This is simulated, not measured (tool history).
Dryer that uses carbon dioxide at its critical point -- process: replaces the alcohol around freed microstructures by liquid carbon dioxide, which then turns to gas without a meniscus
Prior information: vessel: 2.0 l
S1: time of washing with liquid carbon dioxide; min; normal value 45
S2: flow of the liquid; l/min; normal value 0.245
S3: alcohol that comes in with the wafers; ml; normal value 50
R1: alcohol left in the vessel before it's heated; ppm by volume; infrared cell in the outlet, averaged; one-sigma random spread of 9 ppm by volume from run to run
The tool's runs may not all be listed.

run    hour  S1     S2   S3    R1
  1       0  45  0.245   50   706
  2    56.4  45  0.206   50  1263
  3    93.3  45  0.206   50  1296
  4   137.8  45  0.206   34   938
  5   174.1  45  0.233   50   966
  6   230.3  45  0.233   50  1024
  7   283.3  45  0.245   50   947
  8   320.7  46  0.245   50   915
  9   357.2  46  0.245   50   923
      401.1  -- inlet filter changed
 10   403.5  31  0.245   50  1757
 11   455.3  31  0.245   50  1863
 12   490.5  31  0.245   50  1852
 13   527.1  45  0.245  119  1439
 14   566.8  45  0.245   31   441
 15   601.8  45  0.245   50   680
 16   635.3  66  0.245   50   201
 17     660  66  0.245   50   229
 18   687.3  66  0.245   50   226
 19   715.8  53  0.245   50   445
 20   744.1  53  0.245   50   462
 21     772  45  0.245   50   815
 22   823.6  45  0.245   50   834
 23   859.1  45  0.245   50   880
 24   912.7  45  0.245   50   922
 25   951.1  45  0.163   20  1075
 26  1005.4  45  0.245   37   766
 27  1060.1  45  0.252   50   939
 28  1098.2  37  0.384   41   451
 29  1136.6  44  0.187   50  2284
     1144.2  -- purifier's bed changed
     1170.1  -- inlet filter changed
 30    1198  65  0.245   22    62
 31  1252.2  45  0.242   50   583
 32  1278.7  32  0.204   50  2609
 33  1311.5  55  0.272   50   177
 34  1365.4  43  0.313   56   327
 35  1403.4  43  0.313   56   351
 36  1457.1  53  0.313   32   106
 37  1505.7  53  0.338  114   219
 38  1559.6  45  0.322  103   542
 39    1603  45  0.322  103   578
 40  1650.7  45  0.322  103   619
 41  1689.9  45  0.322  103   623
 42  1731.1  45  0.322  103   679
 43    1762  47  0.387  111   302
 44  1785.8  47  0.387  111   303
 45  1824.3  47  0.387  111   327
 46  1866.9  45  0.281  119  1454
 47  1916.8  60   0.33   31   116

Table of differences, measured result less the result of that run with no hidden state. Run-to-run variation is the same in both. Gauge scatter possibly is not:
Hidden state at play: flow that reaches the vessel past the clogged filter, %; alcohol in the recycled carbon dioxide, ppm; drift of the gauge itself on alcohol_ppm, %.
run    R1
  1  +207
  2  +350
  3  +383
  4  +312
  5  +365
  6  +429
  7  +434
  8  +443
  9  +467
 10   +79
 11  +141
 12  +176
 13  +231
 14  +134
 15  +187
 16  +121
 17  +128
 18  +136
 19  +198
 20  +214
 21  +308
 22  +338
 23  +371
 24  +410
 25  +386
 26  +394
 27  +497
 28  +305
 29  +980
 30    +7
 31   +56
 32  +176
 33   +42
 34   +80
 35   +97
 36   +51
 37  +102
 38  +220
 39  +254
 40  +291
 41  +312
 42  +358
 43  +193
 44  +208
 45  +220
 46  +774
 47  +103
